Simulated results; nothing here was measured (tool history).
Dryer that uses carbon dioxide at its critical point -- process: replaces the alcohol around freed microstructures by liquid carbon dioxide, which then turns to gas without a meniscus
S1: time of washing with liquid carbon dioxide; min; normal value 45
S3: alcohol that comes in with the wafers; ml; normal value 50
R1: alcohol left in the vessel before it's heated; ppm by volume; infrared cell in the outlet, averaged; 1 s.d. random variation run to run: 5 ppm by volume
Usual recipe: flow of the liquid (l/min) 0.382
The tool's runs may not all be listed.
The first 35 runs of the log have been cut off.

{"run": 36, "day": 10.296, "S1": 40, "flow of the liquid (l/min)": 0.523, "S3": 43, "R1": 61}
{"run": 37, "day": 10.683, "S1": 40, "flow of the liquid (l/min)": 0.523, "S3": 43, "R1": 53}
{"run": 38, "day": 11.033, "S1": 36, "flow of the liquid (l/min)": 0.296, "S3": 43, "R1": 518}
{"run": 39, "day": 11.433, "S1": 36, "flow of the liquid (l/min)": 0.296, "S3": 43, "R1": 535}
{"run": 40, "day": 11.621, "S1": 34, "flow of the liquid (l/min)": 0.37, "S3": 43, "R1": 290}
{"run": 41, "day": 11.933, "S1": 34, "flow of the liquid (l/min)": 0.37, "S3": 43, "R1": 280}
{"run": 42, "day": 12.279, "S1": 41, "flow of the liquid (l/min)": 0.542, "S3": 49, "R1": 69}
{"run": 43, "day": 12.696, "S1": 41, "flow of the liquid (l/min)": 0.542, "S3": 49, "R1": 73}
{"run": 44, "day": 13.088, "S1": 45, "flow of the liquid (l/min)": 0.419, "S3": 29, "R1": 81}
{"run": 45, "day": 13.354, "S1": 55, "flow of the liquid (l/min)": 0.261, "S3": 34, "R1": 174}
{"run": 46, "day": 13.75, "S1": 55, "flow of the liquid (l/min)": 0.3, "S3": 34, "R1": 116}

Below are 4 alternative next runs, each starting from the tool's condition after run 46. Predict each:
{"run": "A", "day": 13.946, "S1": 71, "flow of the liquid (l/min)": 0.382, "S3": 50, "R1": "?"}
{"run": "B", "day": 13.946, "S1": 54, "flow of the liquid (l/min)": 0.311, "S3": 111, "R1": "?"}
{"run": "C", "day": 13.946, "S1": 39, "flow of the liquid (l/min)": 0.576, "S3": 50, "R1": "?"}
{"run": "D", "day": 13.946, "S1": 31, "flow of the liquid (l/min)": 0.6, "S3": 47, "R1": "?"}

run=A R1=68
run=B R1=211
run=C R1=60
run=D R1=84
Without the tool's unlogged condition, the same runs would have read:
run=A R1=4
run=B R1=65
run=C R1=0
run=D R1=5
